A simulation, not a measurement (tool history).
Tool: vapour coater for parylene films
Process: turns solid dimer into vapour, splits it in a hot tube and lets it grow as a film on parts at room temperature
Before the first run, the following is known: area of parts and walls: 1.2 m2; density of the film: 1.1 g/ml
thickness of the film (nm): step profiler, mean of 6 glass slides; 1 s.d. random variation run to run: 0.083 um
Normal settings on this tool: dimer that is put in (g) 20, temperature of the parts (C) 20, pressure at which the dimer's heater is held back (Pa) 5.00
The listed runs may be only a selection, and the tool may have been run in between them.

run	hour	dimer that is put in (g)	temperature of the parts (C)	pressure at which the dimer's heater is held back (Pa)	thickness of the film (nm)
1	0.0	20	20	5.00	9750
2	14.7	20	27	5.00	8540
3	27.6	20	20	5.00	9820
4	54.5	20	20	5.00	9700
5	86.2	20	20	10.95	9330
6	100.8	20	20	8.19	9620
7	130.4	16	20	8.19	7470
8	145.0	16	20	8.19	7670
9	161.7	16	20	8.19	7600
10	177.9	22	20	5.00	10660
11	198.9	20	20	5.00	9620
12	216.0	20	20	9.97	9340
13	235.9	20	20	5.00	9680
14	264.9	20	20	5.00	9770
15	291.3	20	20	5.00	9690
16	315.4	20	20	5.00	9750
17	344.2	18	20	5.00	8700
18	364.2	20	20	5.00	9690
19	385.9	20	20	5.00	9730
20	417.9	20	20	5.00	9620
21	440.4	20	20	11.06	9090
22	469.8	20	20	11.06	9060
23	494.0	20	20	11.06	9210
24	513.9	20	20	11.06	9270
25	530.8	20	20	11.06	9140
26	556.0	20	20	11.06	9100
27	575.0	20	20	11.06	9080
28	594.6	15	13	3.08	8460
29	611.8	19	20	10.37	8710
30	635.6	32	31	10.37	11690
31	651.5	20	14	2.25	11200
32	667.8	20	14	2.25	11050
33	696.3	12	32	11.80	4260
34	720.0	20	25	5.00	8570
35	739.2	23	30	5.00	8990
# hour 745.7: trap's valve overhauled
36	774.2	18	23	2.87	8730
37	800.9	9	22	4.52	4390
38	831.0	32	23	5.00	15060
39	848.0	20	16	5.00	10860
40	879.9	32	14	5.21	17810
41	902.9	19	14	5.21	10640
42	932.6	19	14	5.21	10690
43	953.5	36	29	10.74	14400
44	977.6	10	24	10.74	4340
45	997.7	10	24	10.74	4410
46	1013.9	10	18	4.44	5180
47	1041.8	30	18	4.44	15630

3 options for the next run, each taken on its own from the tool as it stands now. Forecast them:
A	1066.5	30	25	4.44	?
B	1066.5	11	18	5.11	?
C	1066.5	20	20	2.66	?

run	thickness of the film (nm)
A	13240
B	5550
C	10200
What these runs would have given with no unlogged condition in the tool:
run	thickness of the film (nm)
A	13610
B	5710
C	10490
